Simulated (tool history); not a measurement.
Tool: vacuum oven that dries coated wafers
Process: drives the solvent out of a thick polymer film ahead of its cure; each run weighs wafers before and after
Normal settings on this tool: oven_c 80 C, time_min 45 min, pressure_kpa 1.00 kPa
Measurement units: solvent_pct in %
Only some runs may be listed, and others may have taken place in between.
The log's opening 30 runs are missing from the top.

run 31 hour=2091.9 | oven_c=89 time_min=26 pressure_kpa=1.00 | solvent_pct=1.30
run 32 hour=2153.4 | oven_c=89 time_min=26 pressure_kpa=1.00 | solvent_pct=1.36
run 33 hour=2193.8 | oven_c=89 time_min=31 pressure_kpa=0.59 | solvent_pct=0.89
run 34 hour=2267.7 | oven_c=80 time_min=43 pressure_kpa=1.00 | solvent_pct=1.76
run 35 hour=2330.3 | oven_c=79 time_min=45 pressure_kpa=3.42 | solvent_pct=2.49
run 36 hour=2392.2 | oven_c=92 time_min=61 pressure_kpa=2.08 | solvent_pct=0.36
run 37 hour=2478.0 | oven_c=92 time_min=61 pressure_kpa=2.08 | solvent_pct=0.38
run 38 hour=2541.1 | oven_c=92 time_min=61 pressure_kpa=2.08 | solvent_pct=0.39
run 39 hour=2604.0 | oven_c=93 time_min=61 pressure_kpa=3.13 | solvent_pct=0.48
run 40 hour=2689.2 | oven_c=80 time_min=28 pressure_kpa=1.29 | solvent_pct=3.67
run 41 hour=2772.0 | oven_c=80 time_min=28 pressure_kpa=1.29 | solvent_pct=3.73
run 42 hour=2820.1 | oven_c=80 time_min=28 pressure_kpa=1.29 | solvent_pct=3.77
run 43 hour=2879.8 | oven_c=86 time_min=28 pressure_kpa=2.33 | solvent_pct=2.22
-- hour=2910.5 oven's thermocouples calibrated
run 44 hour=2980.7 | oven_c=79 time_min=30 pressure_kpa=3.11 | solvent_pct=3.66
run 45 hour=3050.2 | oven_c=79 time_min=24 pressure_kpa=0.71 | solvent_pct=4.14
run 46 hour=3098.8 | oven_c=75 time_min=28 pressure_kpa=2.93 | solvent_pct=5.30
run 47 hour=3143.0 | oven_c=75 time_min=43 pressure_kpa=2.08 | solvent_pct=3.25
run 48 hour=3219.9 | oven_c=75 time_min=43 pressure_kpa=2.08 | solvent_pct=3.22

Branching from run 48: 3 alternative next runs. What would each branch give?
run A hour=3265.8 | oven_c=77 time_min=28 pressure_kpa=0.78 | solvent_pct=?
run B hour=3265.8 | oven_c=82 time_min=76 pressure_kpa=2.08 | solvent_pct=?
run C hour=3265.8 | oven_c=94 time_min=51 pressure_kpa=1.00 | solvent_pct=?

run=A solvent_pct=4.26
run=B solvent_pct=0.61
run=C solvent_pct=0.22
Without the tool's unlogged condition, the same runs would have read:
run=A solvent_pct=4.00
run=B solvent_pct=0.51
run=C solvent_pct=0.17

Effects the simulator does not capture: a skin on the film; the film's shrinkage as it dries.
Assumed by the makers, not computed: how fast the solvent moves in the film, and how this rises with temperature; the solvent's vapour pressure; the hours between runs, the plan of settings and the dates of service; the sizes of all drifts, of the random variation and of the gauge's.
